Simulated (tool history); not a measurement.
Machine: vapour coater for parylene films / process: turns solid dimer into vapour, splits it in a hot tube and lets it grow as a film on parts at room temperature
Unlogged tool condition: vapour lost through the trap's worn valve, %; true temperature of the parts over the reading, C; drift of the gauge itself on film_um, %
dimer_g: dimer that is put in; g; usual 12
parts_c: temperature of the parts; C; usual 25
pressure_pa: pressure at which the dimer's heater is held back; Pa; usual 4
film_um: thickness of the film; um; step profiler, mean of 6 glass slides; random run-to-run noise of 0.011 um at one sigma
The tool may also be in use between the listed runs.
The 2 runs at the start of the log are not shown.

run	hour	dimer_g	parts_c	pressure_pa	hours of work since the trap's valve was overhauled	hours of work since the table's thermometer was calibrated	film_um
3	19.9	12	25	4	101	369	4.02
4	32.4	12	25	4	110	377	3.99
5	47.1	12	25	4.44	119	386	3.96
6	58.8	12	25	4	127	394	3.99
7	71.2	12	25	4	135	402	3.98
8	78.1	12	25	4	139	406	3.99
9	85.4	12	25	4	144	411	3.99
10	93.9	12	25	4	149	416	3.98
11	101.6	5	25	4	154	421	1.66
12	110.1	5	25	4	160	427	1.67
13	119.8	5	25	4	166	433	1.66
14	134.1	20	25	4	175	442	6.63
15	143.1	20	25	4	181	448	6.65
16	155.2	12	25	4	189	456	3.96

Predict the results of run 17:
# hour 160: trap's valve overhauled
17	168.6	16	33	4	6	462	?

film_um: 4.66 um
The same run, on a tool lacking any hidden state, would have yielded film_um 4.73 um.

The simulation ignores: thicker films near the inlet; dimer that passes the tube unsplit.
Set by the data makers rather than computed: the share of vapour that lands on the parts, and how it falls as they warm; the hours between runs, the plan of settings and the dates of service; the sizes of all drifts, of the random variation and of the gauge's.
